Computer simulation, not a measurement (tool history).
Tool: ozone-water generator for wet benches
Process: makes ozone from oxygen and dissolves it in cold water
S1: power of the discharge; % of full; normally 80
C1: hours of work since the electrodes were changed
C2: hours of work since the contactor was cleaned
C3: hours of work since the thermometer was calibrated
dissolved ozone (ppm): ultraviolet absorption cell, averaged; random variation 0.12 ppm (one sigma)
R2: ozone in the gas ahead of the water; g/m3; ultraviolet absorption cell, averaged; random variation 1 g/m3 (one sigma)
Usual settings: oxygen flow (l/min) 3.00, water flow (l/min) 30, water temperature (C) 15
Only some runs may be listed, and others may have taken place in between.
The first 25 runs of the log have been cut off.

run 26 hour=3557.4 | S1=80 oxygen_flow_(l/min)=2.77 water_flow_(l/min)=30 water_temperature_(C)=15 | C1=6227 C2=2503 C3=1916 | dissolved_ozone_(ppm)=9.5 R2=184.6
run 27 hour=3690.7 | S1=80 oxygen_flow_(l/min)=2.77 water_flow_(l/min)=30 water_temperature_(C)=15 | C1=6345 C2=2621 C3=2035 | dissolved_ozone_(ppm)=9.3 R2=185.6
run 28 hour=3788.6 | S1=80 oxygen_flow_(l/min)=3.00 water_flow_(l/min)=30 water_temperature_(C)=13 | C1=6432 C2=2708 C3=2122 | dissolved_ozone_(ppm)=9.9 R2=182.3
run 29 hour=3881.8 | S1=80 oxygen_flow_(l/min)=3.21 water_flow_(l/min)=30 water_temperature_(C)=15 | C1=6515 C2=2791 C3=2205 | dissolved_ozone_(ppm)=10.0 R2=177.7
run 30 hour=4018.1 | S1=80 oxygen_flow_(l/min)=3.21 water_flow_(l/min)=30 water_temperature_(C)=15 | C1=6636 C2=2912 C3=2326 | dissolved_ozone_(ppm)=10.0 R2=176.2
run 31 hour=4171.2 | S1=85 oxygen_flow_(l/min)=2.05 water_flow_(l/min)=22 water_temperature_(C)=10 | C1=6772 C2=3049 C3=2462 | dissolved_ozone_(ppm)=12.2 R2=210.9
run 32 hour=4265.6 | S1=48 oxygen_flow_(l/min)=1.64 water_flow_(l/min)=43 water_temperature_(C)=18 | C1=6856 C2=3132 C3=2546 | dissolved_ozone_(ppm)=3.3 R2=147.5
run 33 hour=4360.0 | S1=43 oxygen_flow_(l/min)=4.40 water_flow_(l/min)=25 water_temperature_(C)=15 | C1=6940 C2=3216 C3=2630 | dissolved_ozone_(ppm)=8.6 R2=101.5

Below are 4 alternative next runs, each starting from the tool's condition after run 33. Predict each:
run A hour=4446.0 | S1=80 oxygen_flow_(l/min)=3.00 water_flow_(l/min)=30 water_temperature_(C)=13 | C1=7017 C2=3293 C3=2707 | dissolved_ozone_(ppm)=? R2=?
run B hour=4446.0 | S1=62 oxygen_flow_(l/min)=3.00 water_flow_(l/min)=30 water_temperature_(C)=15 | C1=7017 C2=3293 C3=2707 | dissolved_ozone_(ppm)=? R2=?
run C hour=4446.0 | S1=43 oxygen_flow_(l/min)=1.71 water_flow_(l/min)=25 water_temperature_(C)=21 | C1=7017 C2=3293 C3=2707 | dissolved_ozone_(ppm)=? R2=?
run D hour=4446.0 | S1=44 oxygen_flow_(l/min)=3.94 water_flow_(l/min)=38 water_temperature_(C)=15 | C1=7017 C2=3293 C3=2707 | dissolved_ozone_(ppm)=? R2=?

run=A dissolved_ozone_(ppm)=10.1 R2=180.9
run=B dissolved_ozone_(ppm)=8.2 R2=149.4
run=C dissolved_ozone_(ppm)=5.3 R2=134.5
run=D dissolved_ozone_(ppm)=5.6 R2=107.2
Take away the tool's hidden state, keep each run's random variation, and the runs would have read:
run=A dissolved_ozone_(ppm)=10.1 R2=181.2
run=B dissolved_ozone_(ppm)=8.2 R2=149.6
run=C dissolved_ozone_(ppm)=5.3 R2=134.6
run=D dissolved_ozone_(ppm)=5.6 R2=107.3

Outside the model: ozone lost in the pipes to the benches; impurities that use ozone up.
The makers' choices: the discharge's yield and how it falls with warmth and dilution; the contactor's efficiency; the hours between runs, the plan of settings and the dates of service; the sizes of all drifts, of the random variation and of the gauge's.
